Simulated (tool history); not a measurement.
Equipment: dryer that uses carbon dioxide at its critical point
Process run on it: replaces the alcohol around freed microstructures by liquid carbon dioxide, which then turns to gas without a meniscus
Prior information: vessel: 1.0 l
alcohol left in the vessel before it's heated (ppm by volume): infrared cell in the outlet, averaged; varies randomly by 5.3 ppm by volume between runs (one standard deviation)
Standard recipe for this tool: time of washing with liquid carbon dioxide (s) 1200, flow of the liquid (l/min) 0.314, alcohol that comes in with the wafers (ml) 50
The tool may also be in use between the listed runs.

run	hour	time of washing with liquid carbon dioxide (s)	flow of the liquid (l/min)	alcohol that comes in with the wafers (ml)	alcohol left in the vessel before it's heated (ppm by volume)
1	0	1200	0.314	50	200
2	13.7	1200	0.314	50	206
# hour 30.3: inlet filter changed
3	41.1	1200	0.314	31	91
4	56.7	1200	0.314	31	99
5	85.1	1200	0.314	31	104
6	105.6	1200	0.314	26	82
7	129.2	1200	0.314	26	90
8	152	1200	0.314	30	91
9	168.5	1020	0.21	22	724
10	190.5	1800	0.214	22	70
11	209.5	1800	0.214	22	77
12	233.8	840	0.214	48	2763
13	258.7	780	0.355	34	457
14	271.1	840	0.355	34	337
15	290.8	1080	0.29	50	399

Each row is a separate what-if for the run after 15, all from the same tool condition, not one after another. Results?
A	313.8	1620	0.258	98	?
B	313.8	1200	0.332	50	?
C	313.8	780	0.314	62	?
D	313.8	1740	0.325	78	?

run	alcohol left in the vessel before it's heated (ppm by volume)
A	161
B	119
C	1370
D	39
Stripped of hidden state, with their random variation kept, the same runs would have yielded:
run	alcohol left in the vessel before it's heated (ppm by volume)
A	117
B	82
C	1228
D	13
